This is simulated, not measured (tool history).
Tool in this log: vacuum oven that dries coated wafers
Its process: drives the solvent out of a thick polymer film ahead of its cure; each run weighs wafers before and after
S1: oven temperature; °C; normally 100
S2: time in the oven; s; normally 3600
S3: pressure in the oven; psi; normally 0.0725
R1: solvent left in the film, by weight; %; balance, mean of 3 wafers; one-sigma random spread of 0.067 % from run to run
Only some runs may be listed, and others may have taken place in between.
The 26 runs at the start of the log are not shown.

run 27 day=19.188 | S1=100 S2=4800 S3=0.0747 | R1=2.62
run 28 day=19.808 | S1=100 S2=4800 S3=0.0747 | R1=2.57
run 29 day=20.579 | S1=108 S2=4800 S3=0.0747 | R1=0.83
run 30 day=21.121 | S1=108 S2=4800 S3=0.0747 | R1=0.90
run 31 day=22.079 | S1=99 S2=2520 S3=0.0917 | R1=6.66
run 32 day=22.717 | S1=99 S2=2520 S3=0.0917 | R1=6.70
run 33 day=23.650 | S1=96 S2=4860 S3=0.0595 | R1=3.80
run 34 day=24.117 | S1=96 S2=4860 S3=0.0783 | R1=3.79
run 35 day=24.904 | S1=96 S2=4860 S3=0.0783 | R1=3.85
run 36 day=25.762 | S1=96 S2=4860 S3=0.0783 | R1=3.89
run 37 day=26.675 | S1=96 S2=4860 S3=0.0511 | R1=3.87
run 38 day=27.671 | S1=96 S2=4860 S3=0.0511 | R1=3.83
run 39 day=28.300 | S1=100 S2=2160 S3=0.0725 | R1=7.19
run 40 day=28.825 | S1=101 S2=2280 S3=0.1060 | R1=6.47
run 41 day=29.567 | S1=101 S2=2280 S3=0.1060 | R1=6.38
run 42 day=30.138 | S1=100 S2=3720 S3=0.0377 | R1=3.81
run 43 day=30.738 | S1=101 S2=5160 S3=0.0500 | R1=1.91
run 44 day=31.392 | S1=101 S2=5160 S3=0.0500 | R1=1.86
run 45 day=32.392 | S1=114 S2=4980 S3=0.0725 | R1=0.16
run 46 day=33.325 | S1=91 S2=4560 S3=0.1185 | R1=6.31
run 47 day=34.096 | S1=114 S2=4920 S3=0.0595 | R1=0.25

Predict each of these 4 candidate next runs independently; none follows another, all start after run 47:
run A day=34.771 | S1=100 S2=4920 S3=0.0786 | R1=?
run B day=34.771 | S1=114 S2=3540 S3=0.2760 | R1=?
run C day=34.771 | S1=98 S2=3600 S3=0.0725 | R1=?
run D day=34.771 | S1=100 S2=6000 S3=0.1252 | R1=?

run=A R1=2.41
run=B R1=0.89
run=C R1=4.72
run=D R1=1.84
Without the tool's unlogged condition, the same runs would have read:
run=A R1=2.81
run=B R1=1.05
run=C R1=5.25
run=D R1=2.17

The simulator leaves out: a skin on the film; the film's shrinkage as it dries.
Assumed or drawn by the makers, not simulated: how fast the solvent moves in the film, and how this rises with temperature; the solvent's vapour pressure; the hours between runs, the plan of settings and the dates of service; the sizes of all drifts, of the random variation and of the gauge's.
